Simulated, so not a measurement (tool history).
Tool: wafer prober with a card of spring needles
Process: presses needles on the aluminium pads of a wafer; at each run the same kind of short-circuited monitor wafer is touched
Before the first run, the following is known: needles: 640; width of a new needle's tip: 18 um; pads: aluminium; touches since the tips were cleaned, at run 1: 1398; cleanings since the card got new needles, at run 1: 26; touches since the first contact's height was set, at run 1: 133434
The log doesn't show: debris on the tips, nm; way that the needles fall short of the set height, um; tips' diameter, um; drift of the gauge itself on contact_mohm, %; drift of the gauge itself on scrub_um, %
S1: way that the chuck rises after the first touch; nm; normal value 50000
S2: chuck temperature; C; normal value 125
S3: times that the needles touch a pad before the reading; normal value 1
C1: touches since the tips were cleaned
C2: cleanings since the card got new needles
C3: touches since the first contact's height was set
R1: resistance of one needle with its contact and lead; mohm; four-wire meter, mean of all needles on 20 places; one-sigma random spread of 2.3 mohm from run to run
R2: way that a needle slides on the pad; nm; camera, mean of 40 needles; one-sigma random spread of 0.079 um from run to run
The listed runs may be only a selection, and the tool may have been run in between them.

run 1 hour=0.0 | S1=50000 S2=125 S3=1 | C1=1398 C2=26 C3=133434 | R1=262 R2=7030
-- hour=8.6 tips cleaned on abrasive film
run 2 hour=14.3 | S1=50000 S2=125 S3=1 | C1=2156 C2=27 C3=138819 | R1=264 R2=7130
-- hour=21.4 tips cleaned on abrasive film
-- hour=33.4 tips cleaned on abrasive film
run 3 hour=33.4 | S1=50000 S2=125 S3=1 | C1=0 C2=29 C3=146029 | R1=257 R2=7030
-- hour=46.2 tips cleaned on abrasive film
run 4 hour=53.7 | S1=50000 S2=125 S3=1 | C1=2851 C2=30 C3=153719 | R1=267 R2=6810
-- hour=59.3 tips cleaned on abrasive film
-- hour=61.8 height of the first contact set anew
-- hour=72.8 tips cleaned on abrasive film
run 5 hour=73.6 | S1=50000 S2=125 S3=1 | C1=318 C2=32 C3=4481 | R1=260 R2=7220
-- hour=85.7 tips cleaned on abrasive film
run 6 hour=92.1 | S1=50000 S2=125 S3=1 | C1=2469 C2=33 C3=11482 | R1=261 R2=7170
-- hour=99.1 tips cleaned on abrasive film
run 7 hour=110.7 | S1=50000 S2=125 S3=1 | C1=4432 C2=34 C3=18525 | R1=275 R2=7270
-- hour=112.0 tips cleaned on abrasive film
-- hour=124.6 tips cleaned on abrasive film
run 8 hour=130.2 | S1=50000 S2=125 S3=1 | C1=2128 C2=36 C3=25858 | R1=266 R2=7270
-- hour=136.9 tips cleaned on abrasive film
run 9 hour=145.2 | S1=50000 S2=125 S3=2 | C1=3168 C2=37 C3=31521 | R1=266 R2=7160
-- hour=149.6 tips cleaned on abrasive film
run 10 hour=156.3 | S1=50000 S2=125 S3=2 | C1=2537 C2=38 C3=35704 | R1=265 R2=7300
-- hour=162.2 tips cleaned on abrasive film
run 11 hour=169.2 | S1=53000 S2=96 S3=1 | C1=2673 C2=39 C3=40577 | R1=258 R2=7680
-- hour=174.6 tips cleaned on abrasive film
run 12 hour=185.5 | S1=53000 S2=96 S3=1 | C1=4146 C2=40 C3=46748 | R1=260 R2=7710
-- hour=187.4 tips cleaned on abrasive film
run 13 hour=197.3 | S1=53000 S2=96 S3=1 | C1=3744 C2=41 C3=51183 | R1=258 R2=7640
-- hour=199.6 tips cleaned on abrasive film
-- hour=211.7 tips cleaned on abrasive film
run 14 hour=217.1 | S1=46000 S2=27 S3=1 | C1=2072 C2=43 C3=58674 | R1=245 R2=6620
-- hour=224.5 tips cleaned on abrasive film
run 15 hour=226.0 | S1=46000 S2=27 S3=1 | C1=579 C2=44 C3=62012 | R1=239 R2=6460
-- hour=236.9 tips cleaned on abrasive film
run 16 hour=239.4 | S1=50000 S2=40 S3=2 | C1=919 C2=45 C3=67052 | R1=239 R2=7180

Predict each of these 4 candidate next runs independently; none follows another, all start after run 16:
-- hour=250.1 tips cleaned on abrasive film
run A hour=258.9 | S1=43000 S2=27 S3=1 | C1=3342 C2=46 C3=74460 | R1=? R2=?
-- hour=250.1 tips cleaned on abrasive film
run B hour=258.9 | S1=50000 S2=57 S3=2 | C1=3342 C2=46 C3=74460 | R1=? R2=?
-- hour=250.1 tips cleaned on abrasive film
run C hour=258.9 | S1=50000 S2=25 S3=1 | C1=3342 C2=46 C3=74460 | R1=? R2=?
-- hour=250.1 tips cleaned on abrasive film
run D hour=258.9 | S1=49000 S2=64 S3=1 | C1=3342 C2=46 C3=74460 | R1=? R2=?

run=A R1=249 R2=6120
run=B R1=245 R2=7190
run=C R1=245 R2=7070
run=D R1=253 R2=7050
The same runs, with their run-to-run variation unchanged, on a tool lacking any hidden condition would have given:
run=A R1=232 R2=6330
run=B R1=237 R2=7400
run=C R1=232 R2=7280
run=D R1=240 R2=7260
